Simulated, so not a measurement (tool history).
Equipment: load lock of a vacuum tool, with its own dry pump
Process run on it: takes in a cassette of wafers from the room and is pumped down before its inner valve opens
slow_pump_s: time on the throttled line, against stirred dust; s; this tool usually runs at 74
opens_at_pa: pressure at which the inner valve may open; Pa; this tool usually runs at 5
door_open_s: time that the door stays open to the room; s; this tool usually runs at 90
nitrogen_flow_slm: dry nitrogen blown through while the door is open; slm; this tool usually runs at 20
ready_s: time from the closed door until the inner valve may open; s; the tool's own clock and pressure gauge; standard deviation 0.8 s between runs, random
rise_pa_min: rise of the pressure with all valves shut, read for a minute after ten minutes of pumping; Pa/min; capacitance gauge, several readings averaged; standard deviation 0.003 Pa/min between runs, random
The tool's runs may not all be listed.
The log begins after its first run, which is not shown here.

run     day  slow_pump_s  opens_at_pa  door_open_s  nitrogen_flow_slm  hours that the pump has run since its overhaul  times that the door has closed on its seal  incoming humidity of the room's air, %  ready_s  rise_pa_min
  2   3.096           74            5           90                 20                                            5120                                        4624                                    45.9    125.5        0.048
  3   8.821           74            5           90                 20                                            5258                                        4805                                    41.2    124.2        0.044
  4  15.167           74            5           90                 20                                            5410                                        5005                                    46.2    125.6        0.042
  5  19.958           74            5           90                 20                                            5525                                        5157                                    45.4    124.9        0.045
  6  23.433           74            5           90                 20                                            5608                                        5267                                    46.0    124.6        0.049
  7  29.117           74            5           90                 20                                            5745                                        5446                                    47.1    124.3        0.050
  8  33.525           74            5           90                 20                                            5851                                        5585                                    43.6    125.9        0.050
  9  39.154           74            8           90                 20                                            5986                                        5763                                    45.1    122.2        0.047
 10  46.029           74            5           90                 20                                            6151                                        5980                                    44.6    125.1        0.049
 11  52.071           74           10           90                 20                                            6296                                        6171                                    47.5    121.2        0.051
 12  56.296           74           10           90                 20                                            6397                                        6305                                    43.3    120.6        0.051
 13  62.625           74           10           90                 20                                            6549                                        6505                                    43.3    121.0        0.050
 14  69.196           74           10           90                 20                                            6707                                        6712                                    47.4    119.1        0.053
 15  73.183           74           10           90                 20                                            6802                                        6838                                    41.8    121.0        0.049
 16  76.321           74            5           90                 35                                            6878                                        6937                                    46.0    126.1        0.049
 17  79.379           74            5           90                 35                                            6951                                        7034                                    45.5    124.6        0.045
 18  85.912           74            5           90                 35                                            7108                                        7240                                    43.8    125.7        0.051
 19  93.088           74            5           90                 35                                            7280                                        7467                                    47.2    125.6        0.048
 20  97.750           74            5           90                 35                                            7392                                        7614                                    44.3    125.8        0.048

Run 21 is up next; what results do you expect?
 21  102.400          122            4           90                 35                                            7503                                        7761                                    43.1        ?            ?

ready_s: 170.2 s
rise_pa_min: 0.048 Pa/min
Were there no unlogged condition in the tool, this run, its random variation unchanged, would have produced ready_s 168.3 s, rise_pa_min 0.017 Pa/min.
